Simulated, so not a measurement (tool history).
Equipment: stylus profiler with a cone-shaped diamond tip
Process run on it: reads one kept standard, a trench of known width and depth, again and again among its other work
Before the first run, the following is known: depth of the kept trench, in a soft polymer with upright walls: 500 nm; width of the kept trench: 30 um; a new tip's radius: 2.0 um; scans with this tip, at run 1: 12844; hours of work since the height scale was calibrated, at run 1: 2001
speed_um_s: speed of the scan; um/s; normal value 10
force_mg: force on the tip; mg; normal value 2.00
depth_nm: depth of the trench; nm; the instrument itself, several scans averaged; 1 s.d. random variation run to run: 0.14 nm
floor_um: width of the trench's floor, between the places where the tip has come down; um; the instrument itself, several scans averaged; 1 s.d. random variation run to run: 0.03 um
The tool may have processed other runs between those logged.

| run | hour | speed_um_s | force_mg | scans with this tip | hours of work since the height scale was calibrated | depth_nm | floor_um |
|---|---|---|---|---|---|---|---|
| 1 | 0.0 | 10 | 2.00 | 12844 | 2001 | 504.37 | 25.91 |
| 2 | 53.1 | 10 | 2.00 | 13052 | 2034 | 504.08 | 25.92 |
| 3 | 91.2 | 10 | 1.58 | 13202 | 2057 | 503.39 | 25.87 |
| 4 | 138.7 | 10 | 1.58 | 13388 | 2086 | 503.04 | 25.86 |
|  | 160.8 | height scale calibrated on a step standard |
| 5 | 193.2 | 10 | 1.58 | 13601 | 20 | 505.06 | 25.88 |
| 6 | 243.9 | 10 | 1.58 | 13800 | 51 | 505.12 | 25.81 |
| 7 | 285.0 | 10 | 1.58 | 13961 | 76 | 505.40 | 25.79 |
| 8 | 332.5 | 10 | 2.00 | 14148 | 105 | 505.99 | 25.83 |
| 9 | 382.6 | 2 | 2.00 | 14345 | 136 | 506.09 | 25.80 |
| 10 | 460.5 | 2 | 2.00 | 14651 | 183 | 505.90 | 25.81 |
| 11 | 503.1 | 2 | 2.00 | 14818 | 210 | 505.79 | 25.79 |
| 12 | 584.6 | 2 | 2.00 | 15138 | 259 | 505.92 | 25.75 |
| 13 | 648.3 | 11 | 2.00 | 15388 | 298 | 505.94 | 25.72 |
| 14 | 694.1 | 11 | 2.00 | 15568 | 326 | 505.75 | 25.69 |
| 15 | 778.2 | 11 | 2.00 | 15898 | 378 | 505.74 | 25.68 |
| 16 | 816.3 | 10 | 5.58 | 16048 | 401 | 511.89 | 25.63 |
| 17 | 892.3 | 10 | 5.58 | 16346 | 448 | 511.17 | 25.68 |
| 18 | 966.7 | 7 | 3.56 | 16639 | 493 | 508.58 | 25.62 |
| 19 | 1031.8 | 16 | 2.18 | 16894 | 533 | 505.84 | 25.61 |
| 20 | 1097.3 | 33 | 2.18 | 17152 | 573 | 506.08 | 25.49 |
| 21 | 1159.9 | 16 | 4.18 | 17397 | 611 | 509.42 | 25.57 |
| 22 | 1231.9 | 16 | 4.18 | 17680 | 656 | 509.60 | 25.51 |
| 23 | 1267.1 | 13 | 3.51 | 17818 | 677 | 508.23 | 25.50 |
| 24 | 1310.9 | 13 | 3.51 | 17990 | 704 | 508.14 | 25.55 |
| 25 | 1394.7 | 3 | 0.81 | 18320 | 755 | 502.45 | 25.54 |
| 26 | 1460.9 | 27 | 1.10 | 18580 | 796 | 503.50 | 25.32 |
| 27 | 1515.2 | 7 | 1.34 | 18793 | 829 | 503.92 | 25.37 |
| 28 | 1598.3 | 39 | 0.94 | 19119 | 880 | 502.98 | 25.20 |
| 29 | 1657.0 | 39 | 0.94 | 19350 | 916 | 502.98 | 25.20 |
| 30 | 1697.8 | 39 | 0.94 | 19510 | 941 | 503.08 | 25.16 |
| 31 | 1769.0 | 6 | 1.34 | 19789 | 984 | 503.69 | 25.36 |
| 32 | 1826.1 | 7 | 1.28 | 20014 | 1019 | 503.65 | 25.33 |

Entry by entry between the runs, the difference in hidden state between the last listed run before and the first listed run after:
After run 4, before run 5: height scale calibrated on a step standard (hour 160.8)
  radius of the tip, um: 4.4 -> 4.44; height scale over the true one, %: -0.369 -> 0.016
  difference, measured minus the result without the unlogged condition, depth_nm: -1.87 -> +0.08 nm; floor_um: -1.42 -> -1.44 um
